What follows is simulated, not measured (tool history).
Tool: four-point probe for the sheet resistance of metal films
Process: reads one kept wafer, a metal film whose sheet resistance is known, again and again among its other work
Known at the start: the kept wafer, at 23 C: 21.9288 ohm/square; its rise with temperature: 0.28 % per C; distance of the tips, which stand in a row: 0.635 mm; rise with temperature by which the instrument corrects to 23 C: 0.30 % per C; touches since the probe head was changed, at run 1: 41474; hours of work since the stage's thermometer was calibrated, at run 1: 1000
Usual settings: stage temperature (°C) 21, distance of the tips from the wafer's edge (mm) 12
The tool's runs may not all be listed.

run,hour,stage temperature (°C),distance of the tips from the wafer's edge (mm),touches since the probe head was changed,hours of work since the stage's thermometer was calibrated,sheet resistance as the instrument gives it (ohm/square)
1,0,21,12,41474,1000,21.972848
2,20.5,26,12,42133,1009,21.950815
3,46.8,26,12,42977,1021,21.94579
4,64,28,12,43528,1029,21.949565
5,85.8,28,12,44227,1039,21.942529
6,110.2,28,12,45011,1049,21.943802
7,137.7,28,12,45894,1062,21.942765
8,162,28,15,46676,1073,21.939167
9,183.3,28,15,47359,1082,21.938621
10,198.7,28,15,47854,1089,21.933157
11,226.7,28,15,48752,1102,21.935474
12,243.5,28,15,49293,1109,21.939749
13,266.8,24,12,50038,1119,21.964013
# hour 268.8: stage's thermometer calibrated
14,295.9,24,12,50958,12,21.971804
15,315.5,20,11,51588,21,21.996521
16,335.2,22,4,52219,30,22.242646
17,361.7,22,12,53072,42,21.982403
18,387.9,21,6,53913,53,22.079557
# hour 403.7: stage's thermometer calibrated, once more
19,403.7,21,6,54404,0,22.075267
20,433.5,21,6,55358,13,22.072433
21,465.2,21,6,56377,27,22.081973
22,487.8,21,6,57102,38,22.081281
23,510.3,21,6,57826,48,22.074038
24,541,21,6,58811,61,22.086623
25,556.4,30,6,59305,68,22.048616
26,581.9,30,6,60123,80,22.044229

3 ways to go on from here, each from the tool as it stands after run 26. What would each give?
A,607.5,19,7,60945,91,?
B,607.5,34,12,60945,91,?
C,607.5,27,30,60945,91,?

run,sheet resistance as the instrument gives it (ohm/square)
A,22.058371
B,21.940714
C,21.938686
Without the tool's hidden state the same runs would have given:
run,sheet resistance as the instrument gives it (ohm/square)
A,22.040554
B,21.923235
C,21.921096

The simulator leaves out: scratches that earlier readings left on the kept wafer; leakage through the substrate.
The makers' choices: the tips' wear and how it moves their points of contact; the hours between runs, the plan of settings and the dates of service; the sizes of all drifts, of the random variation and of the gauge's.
